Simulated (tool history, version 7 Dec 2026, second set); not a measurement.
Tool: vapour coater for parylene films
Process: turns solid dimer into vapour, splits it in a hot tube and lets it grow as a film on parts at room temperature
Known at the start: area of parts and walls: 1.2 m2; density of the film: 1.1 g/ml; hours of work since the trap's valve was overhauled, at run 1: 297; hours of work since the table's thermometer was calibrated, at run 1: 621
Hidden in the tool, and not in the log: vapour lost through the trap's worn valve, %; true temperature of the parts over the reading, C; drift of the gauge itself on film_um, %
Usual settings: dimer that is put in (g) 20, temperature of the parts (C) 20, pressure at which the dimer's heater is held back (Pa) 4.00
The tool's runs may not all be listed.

run	hour	dimer that is put in (g)	temperature of the parts (C)	pressure at which the dimer's heater is held back (Pa)	hours of work since the trap's valve was overhauled	hours of work since the table's thermometer was calibrated	thickness of the film (um)
1	0.0	20	20	4.00	297	621	11.42
2	68.4	19	20	4.00	326	649	10.63
3	131.4	20	20	4.00	352	676	11.28
4	197.8	20	22	4.00	379	703	10.53
5	240.7	20	22	4.00	397	721	10.64
6	299.0	20	22	4.00	421	745	10.51
7	340.7	20	17	4.00	439	762	11.92
8	398.5	20	17	4.00	463	786	11.68
9	467.2	20	17	4.00	491	815	11.55
10	504.9	20	20	4.00	507	831	10.65
# hour 527.3: trap's valve overhauled
11	561.5	20	20	4.00	14	852	12.12
12	606.5	20	20	4.00	33	871	12.18
13	635.3	20	20	3.70	45	883	12.09
14	670.9	20	20	3.70	60	898	12.29
15	722.1	16	20	4.00	81	919	9.54
16	767.7	20	20	4.00	100	938	11.80
17	815.7	20	20	4.00	120	958	11.79
18	871.7	20	20	4.00	143	981	11.66
19	918.0	20	20	4.00	162	1000	11.44
20	955.6	20	20	4.00	178	1016	11.54
21	983.7	20	22	4.00	189	1028	11.00
22	1031.9	20	22	4.00	209	1048	10.69
23	1091.2	15	22	4.00	234	1072	8.12
24	1139.3	31	20	4.00	254	1092	17.61
25	1193.9	31	20	4.00	277	1115	17.34
26	1257.4	32	15	2.50	303	1141	21.87
27	1306.1	25	29	3.33	323	1162	11.30
28	1336.4	16	29	2.85	336	1174	7.43

Run 29 comes next. What will it give?
29	1365.7	16	29	2.85	348	1186	?

thickness of the film (um): 7.39
Without the tool's hidden state the same run would have given thickness of the film (um) 8.36.
